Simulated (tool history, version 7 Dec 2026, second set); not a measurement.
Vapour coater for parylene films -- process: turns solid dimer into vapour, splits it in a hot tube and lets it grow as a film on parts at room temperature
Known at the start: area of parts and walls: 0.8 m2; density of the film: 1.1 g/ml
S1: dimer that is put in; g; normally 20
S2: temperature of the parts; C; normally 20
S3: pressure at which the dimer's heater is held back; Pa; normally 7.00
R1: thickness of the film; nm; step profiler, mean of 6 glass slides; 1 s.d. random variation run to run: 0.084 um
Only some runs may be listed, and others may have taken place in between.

run   hour  S1  S2    S3     R1
  1    0.0  20  20  7.00  11770
  2   13.5  20  20  7.00  12020
  3   44.2  20  20  7.00  12100
  4   58.9  20  20  7.00  12030
  5   84.2  20  20  7.00  12030
  6  103.7  20  20  7.00  12180
  7  116.5  20  20  7.00  12070
  8  136.9  29  20  7.00  17380
  9  149.8  29  20  7.00  17320
 10  168.6  29  20  7.00  17520
 11  184.3  20  20  7.00  12120
 12  209.4  20  20  7.00  12100
 13  236.7  20  20  7.00  12120
 14  262.1  13  14  5.20   9860
 15  289.7  13  14  5.20   9710
 16  315.9  13  24  4.79   7380
 17  344.9  13  24  4.79   7330
 18  364.1   9  24  4.79   5050
 19  378.0  20  17  3.25  14630
 20  393.0   9  24  3.79   5240
 21  408.3   9  27  2.30   5100
 22  437.1   8  20  2.65   5520
 23  457.4  11  13  7.00   8270
 24  475.9  11  30  2.58   5570
 25  495.9  10  17  4.82   6900
 26  522.8  10  17  4.82   6900

Taken out of this log: 2 entries between the listed runs. Where each belongs, and how the hidden state differs across it:
Runs 2 to 3: trap's valve overhauled (hour 18.7)
  vapour lost through the trap's worn valve, %: 0.3 -> 0
Runs 16 to 17: table's thermometer calibrated (hour 318.6)
  true temperature of the parts over the reading, C: -0.02 -> 0
